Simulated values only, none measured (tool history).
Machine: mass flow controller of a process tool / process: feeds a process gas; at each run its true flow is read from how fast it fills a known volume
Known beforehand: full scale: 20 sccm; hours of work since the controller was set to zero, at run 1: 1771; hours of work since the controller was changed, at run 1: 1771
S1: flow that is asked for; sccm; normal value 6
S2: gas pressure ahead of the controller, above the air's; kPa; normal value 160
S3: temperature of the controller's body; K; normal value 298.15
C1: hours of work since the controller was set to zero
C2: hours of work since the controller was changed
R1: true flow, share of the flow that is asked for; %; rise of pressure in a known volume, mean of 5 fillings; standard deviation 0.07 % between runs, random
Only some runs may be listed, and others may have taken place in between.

run 1 hour=0.0 | S1=6 S2=160 S3=298.15 | C1=1771 C2=1771 | R1=95.75
run 2 hour=155.5 | S1=6 S2=170 S3=298.15 | C1=1832 C2=1832 | R1=95.69
run 3 hour=246.0 | S1=6 S2=170 S3=298.15 | C1=1868 C2=1868 | R1=95.65
run 4 hour=377.0 | S1=6 S2=160 S3=307.15 | C1=1920 C2=1920 | R1=95.01
run 5 hour=490.9 | S1=6 S2=160 S3=298.15 | C1=1964 C2=1964 | R1=95.52
run 6 hour=644.3 | S1=6 S2=160 S3=298.15 | C1=2025 C2=2025 | R1=95.34
run 7 hour=725.7 | S1=6 S2=185 S3=298.15 | C1=2057 C2=2057 | R1=95.53
run 8 hour=861.8 | S1=6 S2=185 S3=298.15 | C1=2111 C2=2111 | R1=95.37
run 9 hour=956.5 | S1=6 S2=172 S3=298.15 | C1=2148 C2=2148 | R1=95.22
run 10 hour=1087.6 | S1=6 S2=172 S3=298.15 | C1=2200 C2=2200 | R1=95.12
run 11 hour=1172.8 | S1=6 S2=172 S3=298.15 | C1=2233 C2=2233 | R1=95.16
run 12 hour=1252.1 | S1=6 S2=172 S3=298.15 | C1=2265 C2=2265 | R1=95.06
run 13 hour=1326.5 | S1=6 S2=246 S3=298.15 | C1=2294 C2=2294 | R1=95.38
run 14 hour=1464.8 | S1=3 S2=160 S3=298.15 | C1=2349 C2=2349 | R1=92.73
run 15 hour=1571.9 | S1=3 S2=160 S3=298.15 | C1=2391 C2=2391 | R1=92.66
run 16 hour=1714.6 | S1=3 S2=160 S3=298.15 | C1=2447 C2=2447 | R1=92.49
run 17 hour=1863.5 | S1=3 S2=160 S3=298.15 | C1=2506 C2=2506 | R1=92.42
run 18 hour=1972.9 | S1=6 S2=160 S3=305.15 | C1=2549 C2=2549 | R1=94.27
run 19 hour=2089.2 | S1=6 S2=160 S3=298.15 | C1=2595 C2=2595 | R1=94.66
run 20 hour=2174.0 | S1=16 S2=160 S3=298.15 | C1=2628 C2=2628 | R1=97.27
run 21 hour=2303.8 | S1=16 S2=160 S3=298.15 | C1=2679 C2=2679 | R1=97.19
run 22 hour=2384.4 | S1=6 S2=160 S3=308.15 | C1=2711 C2=2711 | R1=94.01
run 23 hour=2500.4 | S1=6 S2=160 S3=308.15 | C1=2757 C2=2757 | R1=93.89
run 24 hour=2642.8 | S1=6 S2=160 S3=297.15 | C1=2813 C2=2813 | R1=94.31
run 25 hour=2784.7 | S1=6 S2=160 S3=297.15 | C1=2869 C2=2869 | R1=94.35
run 26 hour=2896.2 | S1=6 S2=160 S3=294.15 | C1=2913 C2=2913 | R1=94.37
run 27 hour=2978.9 | S1=6 S2=160 S3=294.15 | C1=2946 C2=2946 | R1=94.36
run 28 hour=3110.5 | S1=6 S2=160 S3=294.15 | C1=2998 C2=2998 | R1=94.34
run 29 hour=3234.0 | S1=3 S2=214 S3=294.15 | C1=3046 C2=3046 | R1=91.85
-- hour=3244.4 controller's zero set anew
run 30 hour=3388.1 | S1=2 S2=214 S3=294.15 | C1=57 C2=3107 | R1=87.81
run 31 hour=3488.4 | S1=2 S2=214 S3=294.15 | C1=96 C2=3146 | R1=87.70
run 32 hour=3560.3 | S1=16 S2=159 S3=295.15 | C1=125 C2=3175 | R1=96.96
run 33 hour=3652.8 | S1=16 S2=159 S3=295.15 | C1=161 C2=3211 | R1=96.93
run 34 hour=3817.3 | S1=16 S2=159 S3=295.15 | C1=226 C2=3276 | R1=96.71
run 35 hour=3930.0 | S1=16 S2=212 S3=295.15 | C1=270 C2=3321 | R1=96.99
run 36 hour=4028.3 | S1=16 S2=212 S3=295.15 | C1=309 C2=3359 | R1=96.69
run 37 hour=4119.1 | S1=16 S2=212 S3=298.15 | C1=345 C2=3395 | R1=96.72
-- hour=4146.5 controller's zero set anew, once more
run 38 hour=4253.7 | S1=9 S2=212 S3=308.15 | C1=42 C2=3448 | R1=96.28
run 39 hour=4364.0 | S1=9 S2=177 S3=301.15 | C1=86 C2=3492 | R1=96.41
run 40 hour=4486.7 | S1=6 S2=160 S3=300.15 | C1=134 C2=3540 | R1=95.73
run 41 hour=4656.3 | S1=4 S2=249 S3=298.15 | C1=201 C2=3607 | R1=95.84
run 42 hour=4771.3 | S1=4 S2=249 S3=298.15 | C1=246 C2=3652 | R1=95.69
run 43 hour=4859.3 | S1=9 S2=249 S3=304.15 | C1=281 C2=3687 | R1=96.28
run 44 hour=5002.4 | S1=9 S2=249 S3=304.15 | C1=338 C2=3743 | R1=96.26
run 45 hour=5161.9 | S1=6 S2=249 S3=304.15 | C1=400 C2=3806 | R1=95.58
run 46 hour=5245.0 | S1=7 S2=205 S3=298.15 | C1=433 C2=3839 | R1=95.92
run 47 hour=5352.8 | S1=3 S2=217 S3=298.15 | C1=476 C2=3882 | R1=94.86

A few steps of R1 between consecutive runs. Split each: what settings, incoming material and random variation would produce without the hidden state, and what is left over for the hidden state, along with gauge scatter present in only one of the two compared results (measured, and without hidden state):
The tool's hidden condition here consists of: flow at rest that the sensor doesn't see, % of full scale; true flow over the shown one, %; drift of the gauge itself on true_pct, %.
Run 21 -> 22: S1 16 -> 6, S3 298.15 -> 308.15. R1 -3.18 %: hidden state -1.32, all else -1.86.
Run 28 -> 29: S1 6 -> 3, S2 160 -> 214. R1 -2.49 %: hidden state -2.40, all else -0.09.
Run 29 -> 30: S1 3 -> 2, controller's zero set anew. R1 -4.04 %: hidden state -3.68, all else -0.36.
Run 31 -> 32: S1 2 -> 16, S2 214 -> 159, S3 294.15 -> 295.15. R1 +9.26 %: hidden state +7.34, all else +1.92.
